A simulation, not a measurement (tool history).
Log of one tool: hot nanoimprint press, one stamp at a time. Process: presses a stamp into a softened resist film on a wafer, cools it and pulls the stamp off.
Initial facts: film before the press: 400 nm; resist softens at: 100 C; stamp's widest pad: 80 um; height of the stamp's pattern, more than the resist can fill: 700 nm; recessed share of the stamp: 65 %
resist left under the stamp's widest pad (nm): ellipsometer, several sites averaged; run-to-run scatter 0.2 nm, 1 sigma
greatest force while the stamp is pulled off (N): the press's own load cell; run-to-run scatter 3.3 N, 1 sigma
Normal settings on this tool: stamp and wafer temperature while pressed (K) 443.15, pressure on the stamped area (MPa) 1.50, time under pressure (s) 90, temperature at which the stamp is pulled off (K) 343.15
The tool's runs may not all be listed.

run    day  stamp and wafer temperature while pressed (K)  pressure on the stamped area (MPa)  time under pressure (s)  temperature at which the stamp is pulled off (K)  resist left under the stamp's widest pad (nm)  greatest force while the stamp is pulled off (N)
  1  0.000                                         443.15                                1.50                       90                                            343.15                                          173.9                                               159
  2  0.300                                         443.15                                2.09                       90                                            343.15                                          147.0                                               162
  3  0.692                                         443.15                                2.09                       90                                            343.15                                          147.0                                               163
  4  0.983                                         443.15                                2.09                       90                                            343.15                                          147.0                                               166
  5  1.262                                         443.15                                2.09                       90                                            346.15                                          146.7                                               161
  6  1.575                                         432.15                                1.50                       90                                            343.15                                          260.6                                               181
  7  1.875                                         432.15                                1.50                       90                                            343.15                                          260.7                                               173
  8  2.267                                         432.15                                1.50                       90                                            343.15                                          260.7                                               169
  9  2.504                                         432.15                                1.50                       90                                            343.15                                          260.7                                               182
 10  2.796                                         443.15                                1.50                       90                                            343.15                                          173.5                                               178
 11  3.129                                         443.15                                1.50                       70                                            343.15                                          189.5                                               186
 12  3.508                                         443.15                                1.50                       70                                            343.15                                          189.5                                               193
 13  3.846                                         443.15                                1.50                       70                                            343.15                                          189.4                                               188
 14  4.071                                         443.15                                1.50                       70                                            343.15                                          189.5                                               189
     4.212  -- plate thermocouple calibrated
 15  4.471                                         443.15                                1.16                      162                                            343.15                                          154.8                                               188
 16  4.662                                         449.15                                1.20                       92                                            345.15                                          149.5                                               187
 17  4.971                                         443.15                                1.29                       90                                            343.15                                          182.1                                               195
 18  5.154                                         438.15                                1.29                       91                                            343.15                                          218.6                                               195
 19  5.454                                         438.15                                1.95                       91                                            332.15                                          180.8                                               209
 20  5.800                                         443.15                                1.50                      142                                            337.15                                          142.4                                               209
 21  6.042                                         431.15                                1.53                       46                                            330.15                                          305.9                                               222
 22  6.325                                         443.15                                1.50                       90                                            333.15                                          168.9                                               216
     6.592  -- plate thermocouple calibrated, once more
 23  6.779                                         443.15                                1.50                       90                                            333.15                                          178.0                                               218
 24  7.096                                         443.15                                1.50                       90                                            333.15                                          178.5                                               224

A few steps of resist left under the stamp's widest pad (nm) between consecutive runs. Split each: what settings, incoming material and random variation would produce without the hidden state, and what is left over for the hidden state, along with gauge scatter present in only one of the two compared results (measured, and without hidden state):
The tool's hidden condition here consists of: true temperature over the reading, C; pressure that arrives at the usual setting, %; grip of the stamp's worn release coat, % over a new coat's; drift of the gauge itself on residual_nm, %; drift of the gauge itself on pull_off_n, %.
Run 14 -> 15: pressure on the stamped area (MPa) 1.50 -> 1.16, time under pressure (s) 70 -> 162, plate thermocouple calibrated. resist left under the stamp's widest pad (nm) -34.7: hidden state -3.5, all else -31.2.
Run 20 -> 21: stamp and wafer temperature while pressed (K) 443.15 -> 431.15, pressure on the stamped area (MPa) 1.50 -> 1.53, time under pressure (s) 142 -> 46, temperature at which the stamp is pulled off (K) 337.15 -> 330.15. resist left under the stamp's widest pad (nm) +163.5: hidden state -2.0, all else +165.5.
Run 21 -> 22: stamp and wafer temperature while pressed (K) 431.15 -> 443.15, pressure on the stamped area (MPa) 1.53 -> 1.50, time under pressure (s) 46 -> 90, temperature at which the stamp is pulled off (K) 330.15 -> 333.15. resist left under the stamp's widest pad (nm) -137.0: hidden state +0.9, all else -137.9.
Run 22 -> 23: plate thermocouple calibrated, once more. resist left under the stamp's widest pad (nm) +9.1: hidden state +9.4, all else -0.3.
